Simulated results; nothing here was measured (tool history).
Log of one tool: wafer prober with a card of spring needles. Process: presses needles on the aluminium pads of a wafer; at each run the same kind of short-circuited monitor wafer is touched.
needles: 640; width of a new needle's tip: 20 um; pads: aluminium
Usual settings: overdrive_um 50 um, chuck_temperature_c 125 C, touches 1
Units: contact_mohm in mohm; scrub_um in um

run	hour	overdrive_um	chuck_temperature_c	touches	contact_mohm	scrub_um
1	0.0	50	125	1	218	6.92
# hour 2.5: height of the first contact set anew
# hour 3.4: tips cleaned on abrasive film
2	12.8	50	50	1	221	7.04
# hour 13.7: tips cleaned on abrasive film
3	18.5	50	50	1	199	7.04
# hour 24.1: tips cleaned on abrasive film
4	24.1	32	125	1	169	4.45
# hour 34.8: tips cleaned on abrasive film
5	35.1	50	125	1	151	7.01
# hour 45.0: tips cleaned on abrasive film
6	47.9	50	125	1	181	6.98
# hour 55.3: tips cleaned on abrasive film
7	60.8	50	125	1	207	6.98
# hour 65.8: tips cleaned on abrasive film
8	66.9	50	125	2	154	6.99
# hour 76.0: tips cleaned on abrasive film
9	79.3	41	88	2	183	5.69
10	85.2	41	88	2	208	5.72
# hour 86.5: tips cleaned on abrasive film
11	94.8	41	32	2	210	5.65
# hour 96.4: tips cleaned on abrasive film
12	101.1	36	125	1	269	4.97
# hour 106.3: tips cleaned on abrasive film
13	112.5	36	125	1	285	4.95
# hour 116.4: tips cleaned on abrasive film
14	124.0	35	113	1	305	4.80
# hour 126.2: tips cleaned on abrasive film
15	134.7	43	34	2	205	5.90

4 ways to go on from here, each from the tool as it stands after run 15. What would each give?
# hour 136.0: tips cleaned on abrasive film
A	143.2	50	64	1	?	?
# hour 136.0: tips cleaned on abrasive film
B	143.2	47	34	1	?	?
# hour 136.0: tips cleaned on abrasive film
C	143.2	50	39	1	?	?
# hour 136.0: tips cleaned on abrasive film
D	143.2	43	34	1	?	?

run	contact_mohm	scrub_um
A	218	6.87
B	227	6.47
C	217	6.89
D	249	5.90
Without the tool's hidden state the same runs would have given:
run	contact_mohm	scrub_um
A	128	7.03
B	124	6.63
C	125	7.05
D	125	6.06
